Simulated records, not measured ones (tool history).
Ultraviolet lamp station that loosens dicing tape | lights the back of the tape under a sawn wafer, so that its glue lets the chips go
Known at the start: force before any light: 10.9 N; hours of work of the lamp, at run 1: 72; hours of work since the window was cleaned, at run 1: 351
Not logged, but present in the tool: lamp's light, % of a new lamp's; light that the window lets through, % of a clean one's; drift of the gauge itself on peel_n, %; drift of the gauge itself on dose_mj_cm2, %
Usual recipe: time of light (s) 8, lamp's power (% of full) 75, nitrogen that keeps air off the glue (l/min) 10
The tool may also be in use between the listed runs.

run	hour	time of light (s)	lamp's power (% of full)	nitrogen that keeps air off the glue (l/min)	hours of work of the lamp	hours of work since the window was cleaned	force that peels the tape off (N)	light that reached the tape (mJ/cm²)
1	0	8	75	10	72	351	0.541	204
2	10.2	8	75	10	78	357	0.539	200
3	20.1	8	75	10	83	363	0.549	203
4	31.3	8	75	10	90	369	0.548	204
5	43.7	8	75	10	97	376	0.584	205
6	52.3	8	83	10	101	381	0.422	223
7	60.2	8	83	10	106	386	0.424	221
8	72.3	8	75	4	113	392	1.442	201
9	91	8	75	4	123	403	1.404	199
10	103.3	7	75	10	130	410	0.809	175
11	114.6	8	75	10	137	416	0.61	198
12	129.7	7	75	10	145	425	0.834	171
13	139.8	8	75	19	151	431	0.313	195
14	156.6	8	75	19	161	440	0.323	197
15	175.4	8	75	19	171	451	0.312	197
16	189.2	8	75	19	179	459	0.309	197
17	207.1	6	83	7	189	469	1.388	162
18	220.1	8	75	9	197	476	0.724	195
19	229.5	8	75	9	202	482	0.726	192
20	238.3	8	75	9	207	487	0.694	195
21	257.5	5	69	12	218	498	1.93	110
22	275.7	10	75	10	228	508	0.343	239
23	289.7	10	67	6	236	516	0.866	212
24	306.2	8	93	15	245	525	0.252	233
25	323.7	7	75	10	255	535	0.925	165
26	338.1	8	75	5	264	543	1.317	186
27	346	8	75	14	268	548	0.485	181
28	362.1	8	68	13	277	557	0.681	170
29	370.8	8	68	13	282	562	0.711	169
30	387.9	8	95	10	292	571	0.368	239
31	406.1	11	63	5	302	582	1.021	213
32	420.1	13	63	7	310	590	0.474	246

The logged runs with the hidden state left out (each run's random variation unchanged):
run	force that peels the tape off (N)	light that reached the tape (mJ/cm²)
1	0.394	229
2	0.387	226
3	0.395	229
4	0.389	230
5	0.414	232
6	0.292	254
7	0.292	252
8	1.091	230
9	1.051	229
10	0.562	201
11	0.416	229
12	0.574	199
13	0.204	227
14	0.209	229
15	0.2	231
16	0.19	231
17	0.968	192
18	0.46	231
19	0.462	228
20	0.438	232
21	1.372	131
22	0.201	287
23	0.534	256
24	0.157	283
25	0.568	201
26	0.845	228
27	0.276	223
28	0.387	209
29	0.41	209
30	0.202	295
31	0.598	264
32	0.248	308
